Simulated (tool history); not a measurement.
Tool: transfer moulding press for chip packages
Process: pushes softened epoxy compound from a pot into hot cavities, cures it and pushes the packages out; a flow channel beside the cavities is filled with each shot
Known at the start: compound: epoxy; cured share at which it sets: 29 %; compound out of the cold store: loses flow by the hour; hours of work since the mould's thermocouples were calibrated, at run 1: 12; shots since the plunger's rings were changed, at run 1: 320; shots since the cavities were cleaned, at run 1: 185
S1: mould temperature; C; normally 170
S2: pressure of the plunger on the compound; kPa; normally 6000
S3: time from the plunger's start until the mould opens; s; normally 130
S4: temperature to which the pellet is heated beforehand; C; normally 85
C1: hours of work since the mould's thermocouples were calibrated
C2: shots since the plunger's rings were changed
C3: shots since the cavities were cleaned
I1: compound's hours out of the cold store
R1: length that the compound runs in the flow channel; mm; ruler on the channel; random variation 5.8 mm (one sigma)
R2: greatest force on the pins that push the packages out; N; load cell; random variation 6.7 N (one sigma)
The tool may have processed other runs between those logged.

run   hour   S1    S2   S3  S4  C1    C2   C3    I1   R1   R2
  1    0.0  170  6000  130  85  12   320  185  18.2  617  387
  2    7.7  170  6000  130  85  16   383  248  36.7  563  402
  3   14.7  170  6830  130  85  20   439  304  46.8  593  425
  4   23.4  170  6830  130  85  24   510  375  35.2  608  441
  5   28.9  170  6000  130  85  27   554  419  43.1  557  457
  6   37.6  170  6000  130  85  32   625  490  38.1  572  470
  7   48.8  170  6000  130  80  37   716  581  35.8  577  484
  8   57.5  170  6000  130  85  42   787  652  28.1  577  510
      64.7  -- cavities cleaned with cleaning compound and waxed
  9   68.5  170  5390  130  85  47   864   30  32.3  544  290
 10   74.9  170  5390  130  85  50   916   82  41.2  520  324
      77.8  -- mould's thermocouples calibrated
 11   82.7  170  6620  130  85   3   964  130  11.7  662  349
 12   88.8  166  6000  130  85   6  1013  179  21.3  610  487
 13   95.4  166  6000  130  85   9  1067  233  46.5  555  469
 14  101.9  171  6000  130  85  13  1120  286  31.3  568  415
 15  107.8  170  4720  148  85  16  1168  334  26.5  507  405
 16  114.7  170  5170  148  88  19  1224  390  22.8  551  416
 17  123.9  176  6000  130  85  24  1298  464  43.9  535  402
 18  132.2  173  6030  116  95  28  1365  531  47.3  530  475
     142.4  -- mould's thermocouples calibrated, once more
 19  143.4  170  6330  130  87   1  1440  606  11.5  634  516
 20  152.6  170  6330  130  87   5  1515  681  42.0  560  487
     156.1  -- cavities cleaned with cleaning compound and waxed
 21  164.8  170  6330  130  87  11  1602   71  16.4  619  326
 22  170.1  173  6750  122  90  14  1645  114  16.1  637  327
 23  175.4  170  6000  130  85  16  1688  157   8.9  621  385
 24  186.4  175  6000  130  95  22  1778  247  42.8  529  347
 25  192.2  174  7060  130  81  25  1825  294  36.1  590  367
 26  203.5  170  6090  130  75  31  1916  385  32.1  564  440
 27  210.7  171  6570  130  76  35  1975  444  17.3  624  452
 28  217.8  165  6000  130  85  39  2032  501  39.6  557  626

For each entry between runs, how does the tool's hidden state at the last listed run before it compare with that at the first listed run after it?
Between runs 8 and 9: cavities cleaned with cleaning compound and waxed (hour 64.7)
  pressure that reaches the compound, % of what is set: 97 -> 96.71; grip of the stained cavities, % over clean ones': 88.6 -> 9.8
  the result without the hidden state subtracted from the measured one, R1: -9 -> -10 mm; R2: +236 -> +24 N
Between runs 10 and 11: mould's thermocouples calibrated (hour 77.8)
  true mould temperature over the reading, C: 0.18 -> 0.3; pressure that reaches the compound, % of what is set: 96.53 -> 96.34; grip of the stained cavities, % over clean ones': 22.4 -> 33.8
  the result without the hidden state subtracted from the measured one, R1: -10 -> -13 mm; R2: +58 -> +85 N
Between runs 18 and 19: mould's thermocouples calibrated, once more (hour 142.4)
  true mould temperature over the reading, C: 0.33 -> 0.2; pressure that reaches the compound, % of what is set: 94.81 -> 94.5; grip of the stained cavities, % over clean ones': 83.4 -> 87.9
  the result without the hidden state subtracted from the measured one, R1: -15 -> -19 mm; R2: +212 -> +240 N
Between runs 20 and 21: cavities cleaned with cleaning compound and waxed (hour 156.1)
  pressure that reaches the compound, % of what is set: 94.25 -> 93.91; grip of the stained cavities, % over clean ones': 91.3 -> 20
  the result without the hidden state subtracted from the measured one, R1: -17 -> -21 mm; R2: +230 -> +53 N
